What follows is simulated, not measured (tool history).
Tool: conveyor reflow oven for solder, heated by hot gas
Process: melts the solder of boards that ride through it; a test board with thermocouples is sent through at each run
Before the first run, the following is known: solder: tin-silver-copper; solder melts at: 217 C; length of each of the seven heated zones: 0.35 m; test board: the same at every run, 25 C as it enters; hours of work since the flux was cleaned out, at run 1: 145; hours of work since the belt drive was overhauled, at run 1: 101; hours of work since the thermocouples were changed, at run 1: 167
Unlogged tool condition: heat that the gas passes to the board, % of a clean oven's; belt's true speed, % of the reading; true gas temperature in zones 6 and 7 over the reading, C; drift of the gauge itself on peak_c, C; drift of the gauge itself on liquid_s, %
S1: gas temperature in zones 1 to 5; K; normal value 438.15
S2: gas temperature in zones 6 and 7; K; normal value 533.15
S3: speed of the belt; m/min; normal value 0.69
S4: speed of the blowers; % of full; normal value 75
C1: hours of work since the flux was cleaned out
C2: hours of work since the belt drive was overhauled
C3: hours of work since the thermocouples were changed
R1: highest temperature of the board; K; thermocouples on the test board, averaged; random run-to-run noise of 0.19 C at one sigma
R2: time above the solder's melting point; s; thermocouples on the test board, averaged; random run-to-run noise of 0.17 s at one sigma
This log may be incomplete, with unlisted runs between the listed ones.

run,hour,S1,S2,S3,S4,C1,C2,C3,R1,R2
1,0,438.15,533.15,0.69,75,145,101,167,518.35,38.4
2,20.5,438.15,533.15,0.69,75,158,114,180,517.65,38.2
3,32.9,438.15,533.15,0.69,75,166,122,188,517.45,38.1
4,54.6,438.15,533.15,0.69,75,179,135,201,517.25,38.1
5,71.6,438.15,533.15,0.69,75,190,146,212,517.25,38.2
6,83.8,438.15,533.15,0.69,79,198,154,220,518.25,39
7,94.5,438.15,533.15,0.69,79,204,160,226,518.25,39
8,112.5,438.15,533.15,0.69,79,216,172,238,518.25,38.8
9,130.9,442.15,533.15,0.69,79,227,183,249,518.85,40.5
10,152,442.15,533.15,0.69,79,240,196,262,519.05,40.4
11,177,438.15,535.15,0.69,75,256,212,278,518.85,39.1
12,196.1,438.15,534.15,0.69,75,268,224,290,518.05,38.2
13,212.9,438.15,534.15,0.69,75,278,234,300,518.15,38.1
14,234,438.15,534.15,0.69,75,291,247,313,517.85,38.1
15,247.5,438.15,534.15,0.69,88,300,256,322,520.65,41
16,263.5,438.15,534.15,0.69,88,310,266,332,520.55,40.8
17,283.8,427.15,533.15,0.643,75,323,279,345,517.45,38.6
18,309.8,438.15,533.15,0.818,75,339,295,361,510.25,25.4
19,332.2,438.15,537.15,0.553,75,353,309,375,526.95,57
20,354.4,428.15,534.15,0.782,79,367,323,389,511.75,26.5
21,373.3,432.15,533.15,0.728,75,379,335,401,513.55,30.6
22,389.5,432.15,533.15,0.728,75,389,345,411,513.35,30.9
23,404.9,438.15,533.15,0.775,82,398,354,420,513.95,30.7
24,422.3,438.15,533.15,0.558,69,409,365,431,522.05,52
25,436.8,431.15,533.15,0.69,75,418,374,440,514.85,34.1
26,447.8,438.15,533.15,0.562,75,425,381,447,522.35,52.8
27,468,438.15,533.15,0.562,75,438,394,460,522.75,52.5
28,493.4,438.15,531.15,0.69,75,454,410,476,514.45,35.2
29,507.9,426.15,533.15,0.69,75,463,419,485,513.65,32.1
# hour 523.2: flux residue cleaned out of gas plates and filters
30,535.5,426.15,533.15,0.69,75,8,433,499,518.35,36.4
31,561,426.15,533.15,0.69,75,24,449,515,518.15,36.3

Selected run-to-run steps in R1, each split into two signed amounts: the part the tool would show with no hidden state at all (from settings, incoming material and random variation), and the remainder, which goes to the hidden state together with any gauge scatter not common to the measured and the hidden-state-free results:
Run 18 -> 19: S2 533.15 -> 537.15, S3 0.818 -> 0.553. R1 +16.7 K: hidden state +1.5, all else +15.2.
Run 19 -> 20: S1 438.15 -> 428.15, S2 537.15 -> 534.15, S3 0.553 -> 0.782, S4 75 -> 79. R1 -15.2 K: hidden state -1.8, all else -13.4.
Run 23 -> 24: S3 0.775 -> 0.558, S4 82 -> 69. R1 +8.1 K: hidden state +1.6, all else +6.5.
Run 27 -> 28: S2 533.15 -> 531.15, S3 0.562 -> 0.69. R1 -8.3 K: hidden state -1.1, all else -7.2.
Run 29 -> 30: flux residue cleaned out of gas plates and filters. R1 +4.7 K: hidden state +4.5, all else +0.2.
